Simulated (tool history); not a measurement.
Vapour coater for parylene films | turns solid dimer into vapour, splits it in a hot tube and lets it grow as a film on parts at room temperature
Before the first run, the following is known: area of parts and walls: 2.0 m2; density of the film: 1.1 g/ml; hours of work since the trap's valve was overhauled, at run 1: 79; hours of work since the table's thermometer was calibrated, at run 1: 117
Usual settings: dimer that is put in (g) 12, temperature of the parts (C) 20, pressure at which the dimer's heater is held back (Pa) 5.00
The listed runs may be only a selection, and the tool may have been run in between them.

| run | hour | dimer that is put in (g) | temperature of the parts (C) | pressure at which the dimer's heater is held back (Pa) | hours of work since the trap's valve was overhauled | hours of work since the table's thermometer was calibrated | thickness of the film (um) |
|---|---|---|---|---|---|---|---|
| 1 | 0.0 | 12 | 20 | 5.00 | 79 | 117 | 3.33 |
| 2 | 14.0 | 14 | 20 | 5.00 | 88 | 126 | 3.87 |
| 3 | 36.1 | 16 | 20 | 5.00 | 102 | 140 | 4.48 |
| 4 | 59.9 | 16 | 20 | 5.00 | 118 | 156 | 4.38 |
| 5 | 79.3 | 12 | 20 | 5.00 | 130 | 168 | 3.31 |
| 6 | 96.8 | 12 | 20 | 5.00 | 142 | 180 | 3.31 |
| 7 | 119.3 | 12 | 20 | 5.00 | 156 | 194 | 3.27 |
| 8 | 130.6 | 12 | 20 | 5.00 | 164 | 201 | 3.24 |
| 9 | 154.2 | 12 | 20 | 5.00 | 179 | 217 | 3.24 |
| 10 | 166.4 | 12 | 20 | 5.00 | 187 | 225 | 3.31 |
| 11 | 179.9 | 18 | 14 | 9.98 | 196 | 233 | 5.35 |
| 12 | 191.5 | 10 | 19 | 9.98 | 203 | 241 | 2.34 |
| 13 | 213.3 | 14 | 20 | 5.00 | 217 | 255 | 3.80 |
| 14 | 226.8 | 12 | 15 | 6.89 | 226 | 264 | 3.69 |
| 15 | 250.0 | 12 | 15 | 6.89 | 241 | 279 | 3.72 |
| 16 | 269.2 | 18 | 26 | 6.90 | 254 | 291 | 3.51 |
| 17 | 286.2 | 10 | 13 | 2.27 | 265 | 302 | 4.24 |
| 18 | 303.6 | 12 | 29 | 3.13 | 276 | 314 | 2.48 |

What would each run have given without the hidden state, its run-to-run variation left as it was?
The tool's hidden condition here consists of: vapour lost through the trap's worn valve, %; true temperature of the parts over the reading, C; drift of the gauge itself on film_um, %.
| run | thickness of the film (um) |
|---|---|
| 1 | 3.38 |
| 2 | 3.94 |
| 3 | 4.57 |
| 4 | 4.47 |
| 5 | 3.39 |
| 6 | 3.39 |
| 7 | 3.35 |
| 8 | 3.33 |
| 9 | 3.34 |
| 10 | 3.41 |
| 11 | 5.51 |
| 12 | 2.42 |
| 13 | 3.93 |
| 14 | 3.82 |
| 15 | 3.85 |
| 16 | 3.65 |
| 17 | 4.43 |
| 18 | 2.58 |
